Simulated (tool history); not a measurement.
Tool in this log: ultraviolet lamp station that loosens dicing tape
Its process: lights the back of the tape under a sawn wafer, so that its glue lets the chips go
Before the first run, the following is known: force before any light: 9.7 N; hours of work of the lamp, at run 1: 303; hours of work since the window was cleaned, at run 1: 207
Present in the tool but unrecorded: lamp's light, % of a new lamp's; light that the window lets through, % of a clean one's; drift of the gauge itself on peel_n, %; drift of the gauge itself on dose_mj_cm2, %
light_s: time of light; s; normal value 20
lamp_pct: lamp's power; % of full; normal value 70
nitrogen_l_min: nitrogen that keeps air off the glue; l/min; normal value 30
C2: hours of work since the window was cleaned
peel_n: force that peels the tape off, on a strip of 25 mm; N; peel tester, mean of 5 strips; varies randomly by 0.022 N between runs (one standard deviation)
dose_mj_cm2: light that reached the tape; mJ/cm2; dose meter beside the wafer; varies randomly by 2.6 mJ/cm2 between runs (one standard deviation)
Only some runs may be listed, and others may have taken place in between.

run 1 hour=0 | light_s=20 lamp_pct=70 nitrogen_l_min=30 | hours_of_work_of_the_lamp=303 C2=207 | peel_n=1.855 dose_mj_cm2=244
run 2 hour=12.2 | light_s=20 lamp_pct=70 nitrogen_l_min=30 | hours_of_work_of_the_lamp=311 C2=215 | peel_n=1.908 dose_mj_cm2=245
-- hour=21.1 window cleaned of glue's vapour
run 3 hour=32.9 | light_s=20 lamp_pct=70 nitrogen_l_min=30 | hours_of_work_of_the_lamp=323 C2=7 | peel_n=1.438 dose_mj_cm2=289
run 4 hour=45 | light_s=20 lamp_pct=70 nitrogen_l_min=30 | hours_of_work_of_the_lamp=331 C2=15 | peel_n=1.482 dose_mj_cm2=286
run 5 hour=58.9 | light_s=14 lamp_pct=70 nitrogen_l_min=30 | hours_of_work_of_the_lamp=339 C2=23 | peel_n=2.567 dose_mj_cm2=199
run 6 hour=74 | light_s=14 lamp_pct=70 nitrogen_l_min=30 | hours_of_work_of_the_lamp=349 C2=33 | peel_n=2.601 dose_mj_cm2=197
run 7 hour=95 | light_s=14 lamp_pct=70 nitrogen_l_min=30 | hours_of_work_of_the_lamp=362 C2=46 | peel_n=2.662 dose_mj_cm2=195
run 8 hour=109.3 | light_s=15 lamp_pct=70 nitrogen_l_min=21 | hours_of_work_of_the_lamp=371 C2=55 | peel_n=2.906 dose_mj_cm2=205
run 9 hour=130.5 | light_s=29 lamp_pct=70 nitrogen_l_min=10 | hours_of_work_of_the_lamp=384 C2=68 | peel_n=1.889 dose_mj_cm2=381
run 10 hour=144.3 | light_s=38 lamp_pct=99 nitrogen_l_min=30 | hours_of_work_of_the_lamp=392 C2=76 | peel_n=0.283 dose_mj_cm2=708
run 11 hour=163.1 | light_s=18 lamp_pct=97 nitrogen_l_min=30 | hours_of_work_of_the_lamp=404 C2=88 | peel_n=1.178 dose_mj_cm2=326
run 12 hour=174.4 | light_s=31 lamp_pct=61 nitrogen_l_min=14 | hours_of_work_of_the_lamp=411 C2=95 | peel_n=1.758 dose_mj_cm2=349
run 13 hour=195.7 | light_s=16 lamp_pct=70 nitrogen_l_min=13 | hours_of_work_of_the_lamp=424 C2=108 | peel_n=3.655 dose_mj_cm2=204
run 14 hour=206.6 | light_s=16 lamp_pct=62 nitrogen_l_min=28 | hours_of_work_of_the_lamp=431 C2=115 | peel_n=3.052 dose_mj_cm2=177

Here are 3 independent what-if runs from the current tool condition. What would each one return?
run A hour=226.9 | light_s=16 lamp_pct=65 nitrogen_l_min=15 | hours_of_work_of_the_lamp=443 C2=127 | peel_n=? dose_mj_cm2=?
run B hour=226.9 | light_s=20 lamp_pct=72 nitrogen_l_min=28 | hours_of_work_of_the_lamp=443 C2=127 | peel_n=? dose_mj_cm2=?
run C hour=226.9 | light_s=16 lamp_pct=94 nitrogen_l_min=9 | hours_of_work_of_the_lamp=443 C2=127 | peel_n=? dose_mj_cm2=?

run=A peel_n=3.877 dose_mj_cm2=184
run=B peel_n=1.89 dose_mj_cm2=256
run=C peel_n=3.276 dose_mj_cm2=265
Without the tool's hidden state the same runs would have given:
run=A peel_n=2.758 dose_mj_cm2=252
run=B peel_n=1.087 dose_mj_cm2=352
run=C peel_n=2.216 dose_mj_cm2=364
